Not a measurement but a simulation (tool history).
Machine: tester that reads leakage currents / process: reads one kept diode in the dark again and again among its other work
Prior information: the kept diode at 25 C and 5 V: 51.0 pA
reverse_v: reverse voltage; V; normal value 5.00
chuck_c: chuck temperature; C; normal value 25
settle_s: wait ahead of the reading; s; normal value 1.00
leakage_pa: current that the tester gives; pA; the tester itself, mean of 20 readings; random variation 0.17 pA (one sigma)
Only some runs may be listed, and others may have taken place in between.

run 1 hour=0.0 | reverse_v=5.00 chuck_c=25 settle_s=1.00 | leakage_pa=52.81
run 2 hour=65.8 | reverse_v=5.00 chuck_c=25 settle_s=1.00 | leakage_pa=53.24
-- hour=142.2 probe card cleaned and baked
run 3 hour=154.8 | reverse_v=10.93 chuck_c=25 settle_s=1.00 | leakage_pa=76.53
run 4 hour=261.5 | reverse_v=10.93 chuck_c=25 settle_s=1.00 | leakage_pa=76.24
run 5 hour=313.2 | reverse_v=2.53 chuck_c=25 settle_s=1.00 | leakage_pa=38.49
run 6 hour=369.8 | reverse_v=2.53 chuck_c=25 settle_s=1.00 | leakage_pa=38.64
run 7 hour=429.0 | reverse_v=2.53 chuck_c=25 settle_s=1.00 | leakage_pa=38.46
run 8 hour=512.8 | reverse_v=5.00 chuck_c=25 settle_s=1.00 | leakage_pa=53.12
run 9 hour=613.8 | reverse_v=5.00 chuck_c=25 settle_s=1.00 | leakage_pa=52.78
run 10 hour=707.5 | reverse_v=5.00 chuck_c=25 settle_s=1.00 | leakage_pa=52.89
-- hour=747.8 chuck's temperature calibrated
run 11 hour=788.8 | reverse_v=5.00 chuck_c=25 settle_s=1.00 | leakage_pa=53.08
run 12 hour=852.2 | reverse_v=5.00 chuck_c=25 settle_s=9.67 | leakage_pa=51.03
run 13 hour=954.7 | reverse_v=5.00 chuck_c=25 settle_s=9.67 | leakage_pa=51.02
run 14 hour=1024.7 | reverse_v=5.00 chuck_c=22 settle_s=1.00 | leakage_pa=40.06
run 15 hour=1071.8 | reverse_v=5.00 chuck_c=41 settle_s=1.00 | leakage_pa=217.33
run 16 hour=1169.1 | reverse_v=5.00 chuck_c=41 settle_s=1.00 | leakage_pa=217.91
run 17 hour=1269.9 | reverse_v=1.84 chuck_c=25 settle_s=1.00 | leakage_pa=33.22
run 18 hour=1321.5 | reverse_v=5.00 chuck_c=25 settle_s=1.00 | leakage_pa=52.88
run 19 hour=1388.3 | reverse_v=5.00 chuck_c=25 settle_s=1.00 | leakage_pa=53.40
run 20 hour=1485.3 | reverse_v=5.00 chuck_c=47 settle_s=1.00 | leakage_pa=359.96
run 21 hour=1558.6 | reverse_v=1.53 chuck_c=38 settle_s=3.80 | leakage_pa=97.68
run 22 hour=1664.1 | reverse_v=8.67 chuck_c=38 settle_s=3.80 | leakage_pa=213.65
run 23 hour=1764.7 | reverse_v=1.31 chuck_c=25 settle_s=2.96 | leakage_pa=28.45
run 24 hour=1855.7 | reverse_v=1.31 chuck_c=25 settle_s=2.96 | leakage_pa=28.07
run 25 hour=1946.0 | reverse_v=1.19 chuck_c=25 settle_s=1.00 | leakage_pa=27.50
run 26 hour=1990.5 | reverse_v=1.19 chuck_c=28 settle_s=1.00 | leakage_pa=36.00
run 27 hour=2068.3 | reverse_v=3.36 chuck_c=27 settle_s=2.08 | leakage_pa=52.67
run 28 hour=2134.0 | reverse_v=3.36 chuck_c=27 settle_s=9.78 | leakage_pa=51.74
run 29 hour=2227.8 | reverse_v=1.86 chuck_c=25 settle_s=0.68 | leakage_pa=33.90
run 30 hour=2292.5 | reverse_v=5.06 chuck_c=27 settle_s=5.37 | leakage_pa=62.73
run 31 hour=2398.2 | reverse_v=5.06 chuck_c=27 settle_s=5.37 | leakage_pa=62.57
run 32 hour=2472.1 | reverse_v=5.06 chuck_c=27 settle_s=5.37 | leakage_pa=62.34
run 33 hour=2562.7 | reverse_v=19.98 chuck_c=53 settle_s=1.00 | leakage_pa=1081.17
run 34 hour=2621.5 | reverse_v=19.98 chuck_c=50 settle_s=6.68 | leakage_pa=848.78
run 35 hour=2668.3 | reverse_v=5.01 chuck_c=29 settle_s=2.39 | leakage_pa=75.36
run 36 hour=2742.1 | reverse_v=5.01 chuck_c=29 settle_s=2.39 | leakage_pa=74.70
run 37 hour=2830.6 | reverse_v=5.01 chuck_c=29 settle_s=2.39 | leakage_pa=75.49
run 38 hour=2923.7 | reverse_v=5.00 chuck_c=46 settle_s=1.63 | leakage_pa=327.43
run 39 hour=3000.5 | reverse_v=1.59 chuck_c=38 settle_s=2.69 | leakage_pa=99.92
-- hour=3053.8 probe card cleaned and baked
run 40 hour=3105.8 | reverse_v=5.00 chuck_c=32 settle_s=1.57 | leakage_pa=98.60

Below are 4 alternative next runs, each starting from the tool's condition after run 40. Predict each:
run A hour=3180.0 | reverse_v=3.54 chuck_c=21 settle_s=0.51 | leakage_pa=?
run B hour=3180.0 | reverse_v=5.00 chuck_c=21 settle_s=1.00 | leakage_pa=?
run C hour=3180.0 | reverse_v=1.27 chuck_c=33 settle_s=4.38 | leakage_pa=?
run D hour=3180.0 | reverse_v=5.00 chuck_c=32 settle_s=0.32 | leakage_pa=?

run=A leakage_pa=32.39
run=B leakage_pa=36.79
run=C leakage_pa=57.53
run=D leakage_pa=103.53
Stripped of hidden state, with their random variation kept, the same runs would have yielded:
run=A leakage_pa=32.43
run=B leakage_pa=36.83
run=C leakage_pa=57.61
run=D leakage_pa=103.65

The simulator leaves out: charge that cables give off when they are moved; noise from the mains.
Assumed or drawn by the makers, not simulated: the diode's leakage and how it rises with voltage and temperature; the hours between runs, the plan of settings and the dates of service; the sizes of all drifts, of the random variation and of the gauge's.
